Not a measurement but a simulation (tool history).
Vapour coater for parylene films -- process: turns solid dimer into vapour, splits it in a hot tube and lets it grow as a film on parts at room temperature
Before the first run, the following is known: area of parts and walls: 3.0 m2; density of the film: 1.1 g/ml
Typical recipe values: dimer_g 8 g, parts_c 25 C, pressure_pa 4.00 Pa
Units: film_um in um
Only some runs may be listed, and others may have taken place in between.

Run 1, hour 0.0: usual settings. Result: film_um 1.15 um.
Run 2, hour 10.7: usual settings. Result: film_um 1.16 um.
Run 3, hour 18.4: usual settings. Result: film_um 1.14 um.
Run 4, hour 28.5: usual settings but dimer_g 5 g. Result: film_um 0.69 um.
Run 5, hour 38.1: usual settings but parts_c 24 C. Result: film_um 1.23 um.
Run 6, hour 52.9: usual settings but parts_c 24 C. Result: film_um 1.19 um.
Run 7, hour 68.1: usual settings. Result: film_um 1.17 um.
Run 8, hour 76.1: usual settings but parts_c 32 C. Result: film_um 0.88 um.
Run 9, hour 90.6: usual settings but dimer_g 12 g. Result: film_um 1.73 um.
Run 10, hour 107.1: usual settings but pressure_pa 5.74 Pa. Result: film_um 1.08 um.
Run 11, hour 117.3: usual settings but pressure_pa 2.55 Pa. Result: film_um 1.21 um.
Run 12, hour 131.2: usual settings but dimer_g 5 g, parts_c 21 C, pressure_pa 2.55 Pa. Result: film_um 0.85 um.
Run 13, hour 142.3: usual settings but dimer_g 5 g, parts_c 21 C, pressure_pa 2.55 Pa. Result: film_um 0.87 um.
Run 14, hour 152.4: usual settings but dimer_g 5 g, parts_c 21 C, pressure_pa 2.55 Pa. Result: film_um 0.88 um.
Run 15, hour 167.2: usual settings but dimer_g 9 g, parts_c 21 C, pressure_pa 3.71 Pa. Result: film_um 1.50 um.
Run 16, hour 175.4: usual settings but dimer_g 7 g, parts_c 22 C, pressure_pa 4.24 Pa. Result: film_um 1.13 um.
Run 17, hour 183.7: usual settings but dimer_g 14 g, parts_c 35 C, pressure_pa 6.73 Pa. Result: film_um 1.32 um.
Run 18, hour 200.6: usual settings but parts_c 22 C, pressure_pa 2.84 Pa. Result: film_um 1.31 um.
Run 19, hour 217.3: usual settings but dimer_g 7 g, parts_c 32 C. Result: film_um 0.71 um.
Run 20, hour 234.9: usual settings but dimer_g 7 g, parts_c 32 C. Result: film_um 0.71 um.
Run 21, hour 245.5: usual settings but dimer_g 5 g, pressure_pa 7.46 Pa. Result: film_um 0.65 um.
At hour 257.9: trap's valve overhauled.
Run 22, hour 260.3: usual settings but dimer_g 5 g, pressure_pa 7.46 Pa. Result: film_um 0.69 um.

Branching from run 22: 5 alternative next runs. What would each branch give?
Run A, hour 274.2: usual settings but dimer_g 9 g, parts_c 36 C, pressure_pa 3.17 Pa. Result: film_um ?.
Run B, hour 274.2: usual settings but dimer_g 5 g, pressure_pa 2.47 Pa. Result: film_um ?.
Run C, hour 274.2: usual settings but dimer_g 7 g, parts_c 33 C, pressure_pa 5.49 Pa. Result: film_um ?.
Run D, hour 274.2: usual settings but dimer_g 4 g, pressure_pa 9.11 Pa. Result: film_um ?.
Run E, hour 274.2: usual settings but dimer_g 4 g, pressure_pa 9.80 Pa. Result: film_um ?.

run  film_um
  A     0.83
  B     0.74
  C     0.72
  D     0.56
  E     0.54
What these runs would have given with no unlogged condition in the tool:
run  film_um
  A     0.83
  B     0.74
  C     0.72
  D     0.56
  E     0.54
